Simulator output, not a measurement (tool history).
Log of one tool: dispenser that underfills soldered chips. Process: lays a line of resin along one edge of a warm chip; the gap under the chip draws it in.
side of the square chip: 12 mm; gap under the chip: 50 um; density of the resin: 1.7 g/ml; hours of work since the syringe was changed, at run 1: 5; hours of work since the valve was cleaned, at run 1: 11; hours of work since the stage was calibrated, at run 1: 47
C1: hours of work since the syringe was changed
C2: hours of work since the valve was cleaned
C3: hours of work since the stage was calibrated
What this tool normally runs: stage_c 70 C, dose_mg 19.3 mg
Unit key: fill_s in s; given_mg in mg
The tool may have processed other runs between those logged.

Run 1, hour 0: usual settings; C1 5; C2 11; C3 47. Result: fill_s 200.2 s, given_mg 19.01 mg.
At hour 5.6: new syringe of resin.
Run 2, hour 10.9: usual settings but dose_mg 23.1 mg; C1 4; C2 18; C3 55. Result: fill_s 192 s, given_mg 22.57 mg.
At hour 18: new syringe of resin.
Run 3, hour 24.8: usual settings but dose_mg 23.1 mg; C1 5; C2 28; C3 64. Result: fill_s 204.4 s, given_mg 22.79 mg.
At hour 30.3: new syringe of resin.
Run 4, hour 34.7: usual settings but dose_mg 23.1 mg; C1 3; C2 34; C3 71. Result: fill_s 186.4 s, given_mg 22.43 mg.
At hour 43: new syringe of resin.
Run 5, hour 43.7: usual settings but dose_mg 23.1 mg; C1 0; C2 40; C3 77. Result: fill_s 168 s, given_mg 22.35 mg.
At hour 55.7: new syringe of resin.
Run 6, hour 55.7: usual settings but dose_mg 23.1 mg; C1 0; C2 48; C3 85. Result: fill_s 166.7 s, given_mg 22.37 mg.
At hour 65.2: dispensing valve cleaned and set on the balance.
At hour 69.1: new syringe of resin.
Run 7, hour 70.2: usual settings but dose_mg 23.1 mg; C1 1; C2 3; C3 94. Result: fill_s 170.2 s, given_mg 22.97 mg.
Run 8, hour 78.7: usual settings but stage_c 68 C, dose_mg 23.1 mg; C1 7; C2 9; C3 100. Result: fill_s 226.9 s, given_mg 23 mg.
At hour 81.6: new syringe of resin.
Run 9, hour 91.9: usual settings but stage_c 68 C, dose_mg 21.6 mg; C1 7; C2 18; C3 108. Result: fill_s 234.4 s, given_mg 21.27 mg.
At hour 94: new syringe of resin.
Run 10, hour 98.8: usual settings but stage_c 68 C, dose_mg 21.6 mg; C1 3; C2 23; C3 113. Result: fill_s 210.9 s, given_mg 21.57 mg.
At hour 106.7: new syringe of resin.
Run 11, hour 113.5: usual settings but stage_c 68 C, dose_mg 21.6 mg; C1 5; C2 32; C3 123. Result: fill_s 212.5 s, given_mg 21.01 mg.
At hour 120: new syringe of resin.
Run 12, hour 120: usual settings but stage_c 82 C, dose_mg 18.5 mg; C1 0; C2 37; C3 127. Result: fill_s 116.5 s, given_mg 18.05 mg.
At hour 132.2: new syringe of resin.
Run 13, hour 134.3: usual settings but stage_c 82 C, dose_mg 18.5 mg; C1 1; C2 46; C3 137. Result: fill_s 122.8 s, given_mg 17.93 mg.
Run 14, hour 142.2: usual settings but stage_c 83 C, dose_mg 20 mg; C1 7; C2 52; C3 142. Result: fill_s 146.9 s, given_mg 19.33 mg.

Below are 5 alternative next runs, each starting from the tool's condition after run 14. Predict each:
At hour 144.9: new syringe of resin.
At hour 147.9: dispensing valve cleaned and set on the balance.
Run A, hour 152.4: usual settings but stage_c 62 C; C1 4; C2 3; C3 148. Result: fill_s ?, given_mg ?.
At hour 144.9: new syringe of resin.
At hour 147.9: dispensing valve cleaned and set on the balance.
Run B, hour 152.4: usual settings but stage_c 81 C, dose_mg 19.2 mg; C1 4; C2 3; C3 148. Result: fill_s ?, given_mg ?.
At hour 144.9: new syringe of resin.
At hour 147.9: dispensing valve cleaned and set on the balance.
Run C, hour 152.4: usual settings but stage_c 69 C, dose_mg 22.5 mg; C1 4; C2 3; C3 148. Result: fill_s ?, given_mg ?.
At hour 144.9: new syringe of resin.
At hour 147.9: dispensing valve cleaned and set on the balance.
Run D, hour 152.4: usual settings but stage_c 59 C, dose_mg 17.6 mg; C1 4; C2 3; C3 148. Result: fill_s ?, given_mg ?.
At hour 144.9: new syringe of resin.
At hour 147.9: dispensing valve cleaned and set on the balance.
Run E, hour 152.4: usual settings but stage_c 78 C, dose_mg 21.5 mg; C1 4; C2 3; C3 148. Result: fill_s ?, given_mg ?.

run  fill_s  given_mg
  A   267.9     19.45
  B   140.4     19.17
  C   206.1     22.34
  D   301.1     17.54
  E   151.6     21.33
Take away the tool's hidden state, keep each run's random variation, and the runs would have read:
run  fill_s  given_mg
  A   220.2     19.48
  B   115.6      19.2
  C   169.5     22.37
  D   247.4     17.57
  E     125     21.35
